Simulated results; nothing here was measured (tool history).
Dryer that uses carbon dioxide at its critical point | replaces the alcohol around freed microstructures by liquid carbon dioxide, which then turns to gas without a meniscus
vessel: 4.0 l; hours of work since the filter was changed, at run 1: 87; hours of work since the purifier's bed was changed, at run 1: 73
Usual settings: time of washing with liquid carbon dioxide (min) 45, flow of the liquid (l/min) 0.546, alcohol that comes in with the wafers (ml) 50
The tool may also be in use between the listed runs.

run   hour  time of washing with liquid carbon dioxide (min)  flow of the liquid (l/min)  alcohol that comes in with the wafers (ml)  hours of work since the filter was changed  hours of work since the purifier's bed was changed  alcohol left in the vessel before it's heated (ppm by volume)
  1      0                                                45                       0.546                                          50                                          87                                                  73                                                             87
  2    6.4                                                45                       0.546                                          50                                          89                                                  75                                                             82
  3   16.5                                                45                       0.546                                          50                                          92                                                  79                                                             97
  4   26.5                                                45                       0.546                                          50                                          96                                                  83                                                             91
  5   31.4                                                45                       0.546                                          50                                          98                                                  84                                                             95
  6   40.5                                                45                       0.546                                          50                                         101                                                  87                                                             94
  7   50.2                                                45                       0.546                                          50                                         104                                                  91                                                             92
  8   55.5                                                45                       0.738                                          50                                         106                                                  93                                                             52
  9   60.9                                                45                       0.738                                          50                                         108                                                  94                                                             50
 10   67.5                                                45                       0.738                                          50                                         110                                                  97                                                             46
 11   77.2                                                45                       0.738                                          50                                         114                                                 100                                                             57
 12   81.8                                                45                       0.546                                          50                                         115                                                 102                                                             95
 13   87.8                                                45                       0.546                                          50                                         117                                                 104                                                            105
 14   96.1                                                45                       0.546                                          50                                         120                                                 107                                                            113
 15  102.8                                                45                       0.546                                         103                                         122                                                 109                                                            158
 16  112.2                                                45                       0.546                                         103                                         126                                                 112                                                            161
 17  119.3                                                45                       0.546                                         103                                         128                                                 115                                                            164
 18  124.9                                                45                       0.546                                         103                                         130                                                 117                                                            164
 19  133.2                                                45                       0.454                                          50                                         133                                                 120                                                            179
 20  139.9                                                45                       0.454                                          50                                         135                                                 122                                                            179
 21  147.9                                                45                       0.454                                          50                                         138                                                 125                                                            185
 22  156.1                                                45                       0.454                                          50                                         141                                                 128                                                            190
 23  160.7                                                45                       0.454                                          50                                         143                                                 129                                                            196
 24  168.5                                                65                       0.564                                          26                                         145                                                 132                                                             55
 25  175.9                                                67                       0.376                                          28                                         148                                                 134                                                             83
 26  186.1                                                67                       0.376                                          28                                         151                                                 138                                                             72
 27    192                                                39                       0.337                                          52                                         153                                                 140                                                            757
 28  199.8                                                39                       0.337                                         100                                         156                                                 143                                                           1391
 29  206.3                                                39                       0.337                                         100                                         158                                                 145                                                           1412
 30  211.9                                                56                       0.546                                          50                                         160                                                 147                                                             71
 31  217.4                                                56                       0.546                                          50                                         162                                                 149                                                             76
 32  226.3                                                47                       0.546                                          41                                         165                                                 152                                                             90
 33  231.9                                                47                       0.546                                          41                                         167                                                 154                                                            102
 34  236.4                                                71                       0.493                                          81                                         169                                                 156                                                             68
 35  244.6                                                71                       0.493                                          81                                         172                                                 158                                                             68
 36  249.2                                                63                       0.546                                          45                                         173                                                 160                                                             69
 37  255.2                                                28                       0.399                                          45                                         175                                                 162                                                            987
 38  259.5                                                28                       0.399                                          45                                         177                                                 164                                                           1019
 39  266.4                                                28                       0.399                                          45                                         179                                                 166                                                           1023
 40  275.7                                                35                       0.808                                          95                                         183                                                 169                                                            131
 41  280.2                                                49                       0.419                                          56                                         184                                                 171                                                            212
 42    285                                                27                       0.697                                          23                                         186                                                 172                                                            171
 43  293.4                                                42                       0.718                                          51                                         189                                                 175                                                             86
 44  298.8                                                30                       0.367                                          61                                         191                                                 177                                                           1413
 45  305.7                                                29                       0.695                                          59                                         193                                                 180                                                            257
 46  310.6                                                45                       0.742                                          44                                         195                                                 181                                                             78

3 ways to go on from here, each from the tool as it stands after run 46. What would each give?
  A  318.4                                                48                       0.742                                          53                                         197                                                 184                                                              ?
  B  318.4                                                31                       0.546                                          82                                         197                                                 184                                                              ?
  C  318.4                                                45                       0.608                                          50                                         197                                                 184                                                              ?

run  alcohol left in the vessel before it's heated (ppm by volume)
  A                                                             79
  B                                                            582
  C                                                            100
Without the tool's hidden state the same runs would have given:
run  alcohol left in the vessel before it's heated (ppm by volume)
  A                                                             12
  B                                                            455
  C                                                             29
